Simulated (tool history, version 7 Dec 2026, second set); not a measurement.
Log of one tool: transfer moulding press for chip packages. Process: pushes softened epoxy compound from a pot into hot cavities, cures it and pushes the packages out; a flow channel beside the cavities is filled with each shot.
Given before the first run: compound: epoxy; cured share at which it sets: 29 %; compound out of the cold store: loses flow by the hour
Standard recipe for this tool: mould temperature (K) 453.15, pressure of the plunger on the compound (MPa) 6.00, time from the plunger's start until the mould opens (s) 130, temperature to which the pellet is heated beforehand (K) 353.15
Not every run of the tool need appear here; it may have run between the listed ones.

run	hour	mould temperature (K)	pressure of the plunger on the compound (MPa)	time from the plunger's start until the mould opens (s)	temperature to which the pellet is heated beforehand (K)	incoming compound's hours out of the cold store	length that the compound runs in the flow channel (mm)	greatest force on the pins that push the packages out (N)
1	0.0	453.15	6.00	130	353.15	47.5	795	411
2	6.5	455.15	6.00	130	353.15	43.8	806	435
3	12.3	455.15	6.00	130	353.15	14.5	941	474
4	20.6	453.15	6.00	130	353.15	42.3	826	522
5	30.5	453.15	6.00	130	353.15	39.5	826	567
6	43.1	453.15	6.00	130	353.15	25.7	885	624
7	50.4	453.15	6.00	130	353.15	21.3	910	611
8	59.4	453.15	6.00	141	353.15	35.9	838	638
9	69.1	447.15	6.00	130	353.15	26.2	900	878
10	75.1	447.15	6.00	130	353.15	20.9	925	944
11	83.1	447.15	6.06	130	353.15	39.0	847	901
12	95.4	447.15	6.06	130	353.15	27.6	891	934
13	103.8	447.15	6.06	130	353.15	22.6	921	967
14	114.6	453.15	6.00	130	354.15	18.4	920	752
15	121.7	451.15	6.00	130	351.15	37.5	829	804
16	133.9	454.15	7.22	113	360.15	14.2	1031	852
17	142.5	454.15	7.22	113	360.15	10.5	1036	923
18	153.7	453.15	5.35	168	348.15	13.5	884	770
# hour 165.1: cavities cleaned with cleaning compound and waxed
19	167.7	446.15	5.30	168	348.15	43.8	766	389
20	174.9	446.15	6.00	130	360.15	37.7	838	601
21	182.4	446.15	6.00	130	360.15	24.9	907	665
22	190.7	453.15	6.00	159	360.15	36.1	823	479
23	196.3	459.15	5.68	153	356.15	30.8	821	508
24	206.5	459.15	5.68	153	356.15	24.3	842	516
25	217.6	456.15	6.00	130	362.15	10.2	941	591
26	225.8	452.15	6.31	130	353.15	41.8	827	670
27	231.3	457.15	5.22	111	346.15	10.6	869	719
28	238.8	455.15	7.09	142	353.15	8.3	1032	608

Alternative continuations, all from the tool just after run 28; predict every row:
A	247.8	457.15	6.00	147	347.15	20.1	?	?
B	247.8	455.15	5.77	142	353.15	32.8	?	?
C	247.8	453.15	6.13	126	363.15	32.5	?	?
D	247.8	460.15	7.09	142	353.15	15.2	?	?

run	length that the compound runs in the flow channel (mm)	greatest force on the pins that push the packages out (N)
A	883	626
B	819	632
C	847	712
D	987	631
Stripped of hidden state, with their random variation kept, the same runs would have yielded:
run	length that the compound runs in the flow channel (mm)	greatest force on the pins that push the packages out (N)
A	924	329
B	856	333
C	886	374
D	1032	338
